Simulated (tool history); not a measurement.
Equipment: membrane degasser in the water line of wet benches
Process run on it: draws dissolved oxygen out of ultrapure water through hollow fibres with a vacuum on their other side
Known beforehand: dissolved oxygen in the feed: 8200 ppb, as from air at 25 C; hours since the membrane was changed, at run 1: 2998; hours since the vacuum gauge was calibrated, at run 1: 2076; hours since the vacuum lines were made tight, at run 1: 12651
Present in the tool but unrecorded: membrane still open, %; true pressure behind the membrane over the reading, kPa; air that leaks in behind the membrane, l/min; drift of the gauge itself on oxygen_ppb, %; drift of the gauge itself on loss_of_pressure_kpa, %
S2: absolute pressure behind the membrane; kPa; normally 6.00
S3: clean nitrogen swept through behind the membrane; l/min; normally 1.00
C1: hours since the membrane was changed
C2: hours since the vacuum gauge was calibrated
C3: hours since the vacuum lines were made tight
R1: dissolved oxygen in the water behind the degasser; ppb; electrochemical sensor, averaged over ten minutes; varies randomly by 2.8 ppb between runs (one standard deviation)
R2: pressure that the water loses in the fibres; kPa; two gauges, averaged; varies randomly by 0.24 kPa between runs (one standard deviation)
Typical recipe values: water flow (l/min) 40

Run 1, hour 0.0: usual settings; C1 2998; C2 2076; C3 12651. Result: R1 272.8 ppb, R2 61.31 kPa.
Run 2, hour 153.0: usual settings; C1 3151; C2 2229; C3 12804. Result: R1 273.3 ppb, R2 60.85 kPa.
Run 3, hour 338.3: usual settings but S2 4.40 kPa; C1 3337; C2 2414; C3 12989. Result: R1 151.1 ppb, R2 61.36 kPa.
Run 4, hour 516.9: usual settings but S2 4.40 kPa; C1 3515; C2 2593; C3 13168. Result: R1 151.7 ppb, R2 61.29 kPa.
Run 5, hour 639.7: usual settings but S2 4.40 kPa; C1 3638; C2 2715; C3 13291. Result: R1 152.0 ppb, R2 61.15 kPa.
At hour 655.9: seals of the vacuum lines changed.
Run 6, hour 765.8: usual settings; C1 3762; C2 2840; C3 110. Result: R1 274.0 ppb, R2 61.16 kPa.
Run 7, hour 954.8: usual settings; C1 3951; C2 3029; C3 299. Result: R1 281.0 ppb, R2 61.77 kPa.
Run 8, hour 1077.7: usual settings but S2 6.85 kPa; C1 4074; C2 3151; C3 422. Result: R1 337.1 ppb, R2 61.56 kPa.
Run 9, hour 1179.5: usual settings but S2 6.85 kPa; C1 4176; C2 3253; C3 524. Result: R1 338.4 ppb, R2 61.34 kPa.
Run 10, hour 1338.2: usual settings but water flow (l/min) 25; C1 4335; C2 3412; C3 682. Result: R1 157.8 ppb, R2 38.53 kPa.
Run 11, hour 1474.2: usual settings but water flow (l/min) 28, S2 7.35 kPa; C1 4471; C2 3548; C3 818. Result: R1 252.3 ppb, R2 42.74 kPa.
Run 12, hour 1617.9: usual settings but water flow (l/min) 39, S2 5.01 kPa, S3 1.69 l/min; C1 4614; C2 3692; C3 962. Result: R1 141.6 ppb, R2 60.43 kPa.
Run 13, hour 1753.9: usual settings but S3 1.20 l/min; C1 4750; C2 3828; C3 1098. Result: R1 245.8 ppb, R2 61.69 kPa.
Run 14, hour 1854.9: usual settings but water flow (l/min) 50, S2 12.58 kPa, S3 0.55 l/min; C1 4851; C2 3929; C3 1199. Result: R1 1328.2 ppb, R2 77.17 kPa.
Run 15, hour 1978.4: usual settings but S2 4.87 kPa, S3 0.60 l/min; C1 4975; C2 4052; C3 1323. Result: R1 249.2 ppb, R2 61.61 kPa.
Run 16, hour 2058.0: usual settings but water flow (l/min) 32, S2 14.71 kPa, S3 0.60 l/min; C1 5055; C2 4132; C3 1402. Result: R1 1059.8 ppb, R2 49.45 kPa.
Run 17, hour 2190.4: usual settings but water flow (l/min) 32, S2 14.71 kPa, S3 0.60 l/min; C1 5187; C2 4264; C3 1534. Result: R1 1048.7 ppb, R2 49.78 kPa.

Below are 4 alternative next runs, each starting from the tool's condition after run 17. Predict each:
Run A, hour 2303.3: usual settings but water flow (l/min) 33, S2 5.95 kPa, S3 0.77 l/min; C1 5300; C2 4377; C3 1647. Result: R1 ?, R2 ?.
Run B, hour 2303.3: usual settings but water flow (l/min) 50, S2 10.94 kPa, S3 0.76 l/min; C1 5300; C2 4377; C3 1647. Result: R1 ?, R2 ?.
Run C, hour 2303.3: usual settings but water flow (l/min) 32, S2 14.71 kPa, S3 1.81 l/min; C1 5300; C2 4377; C3 1647. Result: R1 ?, R2 ?.
Run D, hour 2303.3: usual settings but water flow (l/min) 44; C1 5300; C2 4377; C3 1647. Result: R1 ?, R2 ?.

run     R1     R2
  A  252.8  50.79
  B  938.2  77.41
  C  456.0  49.80
  D  314.9  68.11
Take away the tool's hidden state, keep each run's random variation, and the runs would have read:
run     R1     R2
  A  252.6  50.08
  B  937.9  76.32
  C  455.9  49.11
  D  314.6  67.16

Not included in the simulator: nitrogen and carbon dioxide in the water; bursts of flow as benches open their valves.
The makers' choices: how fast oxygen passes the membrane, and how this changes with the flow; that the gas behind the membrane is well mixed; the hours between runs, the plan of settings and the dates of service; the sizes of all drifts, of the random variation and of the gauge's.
